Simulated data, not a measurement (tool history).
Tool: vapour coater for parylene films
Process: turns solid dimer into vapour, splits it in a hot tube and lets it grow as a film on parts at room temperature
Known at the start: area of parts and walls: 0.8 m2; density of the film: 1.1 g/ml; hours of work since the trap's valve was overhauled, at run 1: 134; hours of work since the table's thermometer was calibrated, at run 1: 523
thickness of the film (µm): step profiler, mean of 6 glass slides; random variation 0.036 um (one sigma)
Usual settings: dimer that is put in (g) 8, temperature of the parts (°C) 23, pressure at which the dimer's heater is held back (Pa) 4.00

| run | hour | dimer that is put in (g) | temperature of the parts (°C) | pressure at which the dimer's heater is held back (Pa) | hours of work since the trap's valve was overhauled | hours of work since the table's thermometer was calibrated | thickness of the film (µm) |
|---|---|---|---|---|---|---|---|
| 1 | 0.0 | 8 | 23 | 4.00 | 134 | 523 | 5.61 |
| 2 | 31.1 | 8 | 23 | 4.00 | 147 | 536 | 5.51 |
| 3 | 70.7 | 8 | 23 | 4.00 | 164 | 552 | 5.47 |
| 4 | 110.8 | 8 | 23 | 4.00 | 181 | 569 | 5.49 |
| 5 | 150.1 | 8 | 23 | 4.00 | 197 | 585 | 5.45 |
| 6 | 177.9 | 8 | 23 | 5.39 | 209 | 597 | 5.22 |
|  | 216.3 | trap's valve overhauled |
| 7 | 223.1 | 8 | 23 | 5.39 | 3 | 614 | 5.68 |
| 8 | 252.6 | 5 | 23 | 5.39 | 15 | 626 | 3.50 |
| 9 | 270.5 | 13 | 23 | 4.00 | 23 | 634 | 9.33 |
| 10 | 305.2 | 13 | 23 | 4.00 | 37 | 648 | 9.37 |
| 11 | 347.1 | 13 | 23 | 4.00 | 55 | 666 | 9.34 |
| 12 | 385.8 | 8 | 19 | 3.78 | 71 | 682 | 6.59 |
|  | 389.7 | table's thermometer calibrated |
| 13 | 414.0 | 8 | 19 | 3.78 | 82 | 10 | 6.59 |
| 14 | 444.9 | 10 | 28 | 3.11 | 95 | 23 | 6.07 |
| 15 | 471.6 | 8 | 22 | 4.00 | 106 | 34 | 5.86 |
| 16 | 511.2 | 8 | 22 | 4.00 | 123 | 51 | 5.78 |
| 17 | 533.2 | 10 | 31 | 2.79 | 132 | 60 | 5.45 |

3 ways to go on from here, each from the tool as it stands after run 17. What would each give?
| A | 561.8 | 8 | 31 | 2.51 | 144 | 72 | ? |
| B | 561.8 | 3 | 18 | 2.46 | 144 | 72 | ? |
| C | 561.8 | 7 | 23 | 4.00 | 144 | 72 | ? |

| run | thickness of the film (µm) |
|---|---|
| A | 4.36 |
| B | 2.60 |
| C | 4.91 |
Without the tool's hidden state the same runs would have given:
| run | thickness of the film (µm) |
|---|---|
| A | 4.58 |
| B | 2.73 |
| C | 5.15 |
